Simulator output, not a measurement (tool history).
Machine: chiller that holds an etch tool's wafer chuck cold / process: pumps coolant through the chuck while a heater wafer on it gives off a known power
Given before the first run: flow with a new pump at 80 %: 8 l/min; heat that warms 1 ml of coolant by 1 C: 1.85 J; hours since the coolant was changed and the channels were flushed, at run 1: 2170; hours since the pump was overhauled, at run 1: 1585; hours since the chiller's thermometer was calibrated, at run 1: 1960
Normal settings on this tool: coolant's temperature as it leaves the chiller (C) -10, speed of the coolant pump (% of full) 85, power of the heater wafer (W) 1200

run     day  coolant's temperature as it leaves the chiller (C)  speed of the coolant pump (% of full)  power of the heater wafer (W)  hours since the coolant was changed and the channels were flushed  hours since the pump was overhauled  hours since the chiller's thermometer was calibrated  chuck's temperature once it has settled (C)  how much warmer the coolant comes back (C)
  1       0                                                 -10                                     85                           1200                                                               2170                                 1585                                                  1960                                        -1.66                                        4.71
  2   1.217                                                 -10                                     85                           1200                                                               2199                                 1615                                                  1989                                        -1.57                                        4.72
  3   2.375                                                 -10                                     85                           1200                                                               2227                                 1642                                                  2017                                        -1.47                                        4.76
  4   3.075                                                 -10                                     85                           1200                                                               2244                                 1659                                                  2034                                        -1.55                                        4.77
  5   4.075                                                 -10                                     85                           1200                                                               2268                                 1683                                                  2058                                        -1.59                                        4.69
  6   5.096                                                 -16                                     85                           1200                                                               2293                                 1708                                                  2082                                        -7.65                                        4.76
  7   5.825                                                 -10                                     85                           1200                                                               2310                                 1725                                                  2100                                        -1.52                                        4.76
  8   6.888                                                 -10                                     85                           1200                                                               2335                                 1751                                                  2125                                        -1.58                                         4.7
  9   7.612                                                 -10                                     85                           1200                                                               2353                                 1768                                                  2143                                        -1.46                                        4.69
 10     8.8                                                 -10                                     85                            973                                                               2381                                 1797                                                  2171                                        -3.18                                        3.86
 11   9.521                                                 -10                                     85                           1718                                                               2399                                 1814                                                  2189                                         2.12                                        6.79
 12  10.383                                                 -10                                     85                           1718                                                               2419                                 1835                                                  2209                                         2.03                                        6.78
 13  11.854                                                 -10                                     66                           1718                                                               2455                                 1870                                                  2245                                         4.89                                        8.79
 14  13.321                                                 -10                                     85                           1200                                                               2490                                 1905                                                  2280                                        -1.67                                        4.75
 15  14.712                                                  -3                                     85                           1200                                                               2523                                 1938                                                  2313                                         5.45                                        4.79
 16  15.712                                                  -3                                     85                           1200                                                               2547                                 1962                                                  2337                                         5.53                                        4.72
 17  16.483                                                 -10                                     85                            979                                                               2566                                 1981                                                  2356                                        -3.23                                        3.88
 18  18.025                                                 -10                                     85                            979                                                               2603                                 2018                                                  2393                                         -3.1                                        3.87
 19  18.962                                                 -10                                     85                            979                                                               2625                                 2041                                                  2415                                         -3.1                                        3.87
 20  20.496                                                 -14                                     71                           1090                                                               2662                                 2077                                                  2452                                        -5.18                                        5.18
     21.083  -- chiller's thermometer calibrated
 21  22.042                                                 -14                                     71                           1090                                                               2698                                 2113                                                    23                                        -4.97                                        5.21
 22  23.158                                                 -14                                     71                           1090                                                               2725                                 2140                                                    50                                        -5.04                                        5.19
 23  23.942                                                 -13                                     71                           1090                                                               2744                                 2159                                                    69                                        -4.05                                        5.18
 24  24.767                                                  -8                                     71                            667                                                               2764                                 2179                                                    88                                         -2.4                                        3.18
 25  25.617                                                 -12                                     85                           1200                                                               2784                                 2199                                                   109                                        -3.38                                        4.74
 26  26.608                                                 -12                                     85                           1200                                                               2808                                 2223                                                   133                                        -3.38                                        4.77
 27  28.175                                                  -8                                     91                            817                                                               2845                                 2261                                                   170                                        -2.32                                        3.06
 28  29.262                                                 -10                                     85                           1312                                                               2871                                 2287                                                   196                                        -0.42                                        5.23
 29  30.108                                                 -11                                     90                           1727                                                               2892                                 2307                                                   217                                         0.93                                        6.51
 30  31.458                                                 -12                                     64                            626                                                               2924                                 2339                                                   249                                        -6.54                                        3.38
 31  33.067                                                  -5                                     73                           1381                                                               2963                                 2378                                                   288                                         6.22                                        6.41

Take each entry between the runs: how does the hidden state at the last listed run before it differ from the hidden state at the first listed run after it?
Between runs 20 and 21: chiller's thermometer calibrated (day 21.083)
  heat passed by the chuck's channels, % of clean ones': 92.4 -> 92.3; flow at a given pump speed, % of a new pump's: 96.3 -> 96.2; coolant's true temperature over the reading, C: -0.11 -> 0.03
  measured value less the no-hidden-state value, chuck's temperature once it has settled (C): +0.57 -> +0.72; how much warmer the coolant comes back (C): +0.19 -> +0.19
